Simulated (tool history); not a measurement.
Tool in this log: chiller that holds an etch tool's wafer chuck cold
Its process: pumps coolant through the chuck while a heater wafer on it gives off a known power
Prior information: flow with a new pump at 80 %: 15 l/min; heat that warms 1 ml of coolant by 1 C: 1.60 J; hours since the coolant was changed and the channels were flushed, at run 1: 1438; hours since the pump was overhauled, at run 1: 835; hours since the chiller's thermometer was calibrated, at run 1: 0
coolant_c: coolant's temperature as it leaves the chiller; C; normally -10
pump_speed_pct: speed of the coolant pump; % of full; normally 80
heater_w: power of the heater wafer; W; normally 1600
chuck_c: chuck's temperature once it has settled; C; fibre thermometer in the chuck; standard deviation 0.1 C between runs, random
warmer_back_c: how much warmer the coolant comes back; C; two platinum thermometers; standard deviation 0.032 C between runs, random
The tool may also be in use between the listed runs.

run	hour	coolant_c	pump_speed_pct	heater_w	hours since the coolant was changed and the channels were flushed	hours since the pump was overhauled	hours since the chiller's thermometer was calibrated	chuck_c	warmer_back_c
1	0	-10	80	1600	1438	835	0	4.8	4.02
2	35.3	-10	80	1600	1474	870	35	5.1	4.06
3	55.5	-10	80	1600	1494	891	56	4.9	4.02
4	75.8	-10	80	1600	1514	911	76	5	4.06
5	97.3	-10	80	1600	1536	932	97	5	4.13
6	127.4	-10	80	1600	1566	963	127	5	4.04
7	148.2	-19	80	1600	1587	983	148	-4	3.97
8	178.5	-1	80	1600	1617	1014	178	14.1	4.02
9	206.4	-14	80	1130	1645	1041	206	-3.3	2.88
10	248.8	-5	74	2294	1687	1084	249	17.6	6.27
11	285.7	-10	78	2117	1724	1121	286	10.2	5.55
12	312.2	-10	67	836	1751	1147	312	-1.3	2.51
13	336	-19	63	1514	1774	1171	336	-2.6	4.91
14	354.4	-9	63	1514	1793	1189	354	7.2	4.9

Below are 5 alternative next runs, each starting from the tool's condition after run 14. Predict each:
A	393.8	-2	66	838	1832	1229	394	?	?
B	393.8	-5	82	1105	1832	1229	394	?	?
C	393.8	-2	86	932	1832	1229	394	?	?
D	393.8	-10	91	1600	1832	1229	394	?	?
E	393.8	-10	87	1219	1832	1229	394	?	?

run	chuck_c	warmer_back_c
A	6.9	2.52
B	5.3	2.74
C	6.7	2.2
D	4.4	3.57
E	0.9	2.88
What these runs would have given with no unlogged condition in the tool:
run	chuck_c	warmer_back_c
A	6.4	2.47
B	4.8	2.69
C	6.2	2.16
D	3.6	3.51
E	0.3	2.83
